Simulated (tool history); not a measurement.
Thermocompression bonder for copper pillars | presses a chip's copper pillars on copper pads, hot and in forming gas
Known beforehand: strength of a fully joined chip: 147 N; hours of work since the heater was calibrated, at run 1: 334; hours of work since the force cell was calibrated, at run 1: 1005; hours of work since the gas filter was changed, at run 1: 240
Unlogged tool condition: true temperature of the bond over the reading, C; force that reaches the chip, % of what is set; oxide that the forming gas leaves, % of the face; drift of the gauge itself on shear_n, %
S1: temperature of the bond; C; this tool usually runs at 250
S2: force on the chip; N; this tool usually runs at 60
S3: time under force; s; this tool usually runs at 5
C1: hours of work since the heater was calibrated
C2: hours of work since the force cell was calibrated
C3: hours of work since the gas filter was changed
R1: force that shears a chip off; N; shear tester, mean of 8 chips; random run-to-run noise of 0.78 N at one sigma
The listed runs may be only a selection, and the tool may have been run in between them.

| run | hour | S1 | S2 | S3 | C1 | C2 | C3 | R1 |
|---|---|---|---|---|---|---|---|---|
| 1 | 0.0 | 250 | 60 | 5 | 334 | 1005 | 240 | 84.4 |
| 2 | 44.0 | 250 | 60 | 5 | 362 | 1034 | 269 | 84.4 |
| 3 | 92.4 | 250 | 60 | 5 | 394 | 1065 | 300 | 84.1 |
| 4 | 146.7 | 250 | 60 | 5 | 429 | 1100 | 335 | 84.9 |
| 5 | 196.1 | 250 | 51 | 5 | 460 | 1132 | 367 | 75.6 |
| 6 | 225.5 | 250 | 51 | 5 | 479 | 1151 | 386 | 75.9 |
| 7 | 274.3 | 250 | 51 | 5 | 511 | 1182 | 417 | 76.3 |
| 8 | 319.5 | 237 | 60 | 5 | 540 | 1211 | 446 | 69.7 |
|  | 335.7 | forming gas filter changed |
| 9 | 358.4 | 237 | 60 | 5 | 565 | 1236 | 15 | 75.2 |
| 10 | 391.9 | 237 | 66 | 4 | 586 | 1258 | 36 | 73.6 |
| 11 | 436.7 | 271 | 63 | 10 | 615 | 1287 | 65 | 130.2 |
| 12 | 488.2 | 271 | 63 | 10 | 648 | 1320 | 98 | 128.0 |
|  | 494.8 | heater calibrated with a thermocouple chip |
| 13 | 534.0 | 250 | 40 | 5 | 25 | 1348 | 127 | 68.4 |
| 14 | 568.9 | 264 | 70 | 5 | 48 | 1370 | 149 | 116.4 |
| 15 | 600.8 | 264 | 55 | 8 | 68 | 1391 | 170 | 115.6 |
| 16 | 654.6 | 258 | 43 | 10 | 103 | 1426 | 204 | 99.4 |
| 17 | 690.0 | 250 | 60 | 4 | 126 | 1449 | 227 | 86.3 |

Forecast each of these 4 alternatives for the next run:
|  | 702.7 | heater calibrated with a thermocouple chip, once more |
| A | 718.1 | 249 | 85 | 5 | 10 | 1465 | 244 | ? |
|  | 702.7 | heater calibrated with a thermocouple chip, once more |
| B | 718.1 | 223 | 49 | 5 | 10 | 1465 | 244 | ? |
|  | 702.7 | heater calibrated with a thermocouple chip, once more |
| C | 718.1 | 274 | 53 | 12 | 10 | 1465 | 244 | ? |
|  | 702.7 | heater calibrated with a thermocouple chip, once more |
| D | 718.1 | 250 | 70 | 4 | 10 | 1465 | 244 | ? |

| run | R1 |
|---|---|
| A | 99.1 |
| B | 41.6 |
| C | 117.9 |
| D | 83.8 |
Take away the tool's hidden state, keep each run's random variation, and the runs would have read:
| run | R1 |
|---|---|
| A | 105.3 |
| B | 45.1 |
| C | 123.9 |
| D | 89.7 |
